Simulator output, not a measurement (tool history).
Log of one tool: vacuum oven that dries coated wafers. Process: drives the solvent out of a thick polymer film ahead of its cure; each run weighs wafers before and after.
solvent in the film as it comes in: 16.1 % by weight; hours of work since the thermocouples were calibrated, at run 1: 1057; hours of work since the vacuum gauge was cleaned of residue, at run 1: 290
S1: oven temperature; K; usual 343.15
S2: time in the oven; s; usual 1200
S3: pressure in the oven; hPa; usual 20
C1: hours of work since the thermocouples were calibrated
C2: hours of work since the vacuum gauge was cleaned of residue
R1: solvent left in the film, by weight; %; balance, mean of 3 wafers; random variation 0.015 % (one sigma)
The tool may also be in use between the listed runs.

run 1 hour=0 | S1=343.15 S2=1200 S3=20 | C1=1057 C2=290 | R1=2.1
run 2 hour=15.7 | S1=332.15 S2=1200 S3=20 | C1=1064 C2=297 | R1=5.22
run 3 hour=33.5 | S1=343.15 S2=1200 S3=27.7 | C1=1072 C2=305 | R1=2.4
run 4 hour=42.1 | S1=339.15 S2=1200 S3=20 | C1=1076 C2=309 | R1=3.07
run 5 hour=52.5 | S1=343.15 S2=1200 S3=23.6 | C1=1081 C2=314 | R1=2.24
run 6 hour=65 | S1=343.15 S2=1200 S3=23.6 | C1=1086 C2=320 | R1=2.24
run 7 hour=76.7 | S1=345.15 S2=1200 S3=20 | C1=1092 C2=325 | R1=1.72
run 8 hour=84.7 | S1=343.15 S2=1200 S3=20 | C1=1095 C2=329 | R1=2.11
run 9 hour=97.3 | S1=343.15 S2=1200 S3=20 | C1=1101 C2=335 | R1=2.13
run 10 hour=105.7 | S1=343.15 S2=1200 S3=20 | C1=1105 C2=338 | R1=2.1
run 11 hour=113.6 | S1=343.15 S2=960 S3=20 | C1=1109 C2=342 | R1=2.83
run 12 hour=126 | S1=333.15 S2=1200 S3=12.1 | C1=1114 C2=348 | R1=4.54
run 13 hour=140 | S1=332.15 S2=1800 S3=13.1 | C1=1121 C2=354 | R1=3.14
run 14 hour=154.2 | S1=338.15 S2=1200 S3=58.8 | C1=1127 C2=361 | R1=4.91
run 15 hour=167.3 | S1=338.15 S2=1200 S3=58.8 | C1=1133 C2=367 | R1=4.93
run 16 hour=176.5 | S1=343.15 S2=1200 S3=20 | C1=1138 C2=371 | R1=2.09
run 17 hour=188.9 | S1=343.15 S2=1200 S3=20 | C1=1143 C2=377 | R1=2.1
run 18 hour=200.7 | S1=343.15 S2=780 S3=20 | C1=1149 C2=382 | R1=3.68
run 19 hour=214.1 | S1=343.15 S2=780 S3=20 | C1=1155 C2=388 | R1=3.7
run 20 hour=222.6 | S1=336.15 S2=1200 S3=17.8 | C1=1159 C2=392 | R1=3.85

4 ways to go on from here, each from the tool as it stands after run 20. What would each give?
run A hour=234.9 | S1=335.15 S2=720 S3=10.8 | C1=1164 C2=398 | R1=?
run B hour=234.9 | S1=332.15 S2=1200 S3=43.3 | C1=1164 C2=398 | R1=?
run C hour=234.9 | S1=354.15 S2=1200 S3=24.1 | C1=1164 C2=398 | R1=?
run D hour=234.9 | S1=356.15 S2=660 S3=16 | C1=1164 C2=398 | R1=?

run=A R1=6.16
run=B R1=6.3
run=C R1=0.78
run=D R1=1.29
Without the tool's hidden state the same runs would have given:
run=A R1=6.18
run=B R1=6.32
run=C R1=0.78
run=D R1=1.3
